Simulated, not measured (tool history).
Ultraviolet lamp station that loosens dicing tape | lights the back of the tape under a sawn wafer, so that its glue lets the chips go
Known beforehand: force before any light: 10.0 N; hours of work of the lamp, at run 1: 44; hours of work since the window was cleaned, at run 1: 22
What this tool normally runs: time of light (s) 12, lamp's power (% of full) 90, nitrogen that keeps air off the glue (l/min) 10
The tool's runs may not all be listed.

run	hour	time of light (s)	lamp's power (% of full)	nitrogen that keeps air off the glue (l/min)	hours of work of the lamp	hours of work since the window was cleaned	force that peels the tape off (N)	light that reached the tape (mJ/cm2)
1	0	12	90	10	44	22	0.394	621
2	10.2	12	90	10	49	26	0.396	625
3	17.6	12	90	10	53	30	0.407	621
4	27.3	12	90	10	57	35	0.384	621
5	33.8	12	90	3	60	38	1.304	611
6	45.9	12	90	10	66	43	0.397	613
7	58.9	12	61	10	72	49	1.03	417
8	66.2	20	61	10	75	53	0.292	691
9	79.4	23	90	10	82	59	0.137	1170
10	91.2	12	90	5	87	65	0.823	610
11	98.8	12	90	5	91	68	0.807	609
12	108.6	12	90	5	95	73	0.819	612
# hour 109.7: window cleaned of glue's vapour
13	122	21	90	5	101	6	0.216	1061
14	130	11	94	3	105	10	1.467	581
15	138.9	9	62	7	109	14	2.222	315
16	148.2	20	90	7	114	18	0.196	1008
17	160.9	8	90	4	120	24	2.117	402

Predict each of these 3 candidate next runs independently; none follows another, all start after run 17:
A	167.6	8	90	6	123	27	?	?
B	167.6	23	90	10	123	27	?	?
C	167.6	22	90	4	123	27	?	?

run	force that peels the tape off (N)	light that reached the tape (mJ/cm2)
A	1.609	406
B	0.131	1157
C	0.253	1103
Take away the tool's hidden state, keep each run's random variation, and the runs would have read:
run	force that peels the tape off (N)	light that reached the tape (mJ/cm2)
A	1.467	427
B	0.127	1218
C	0.225	1162
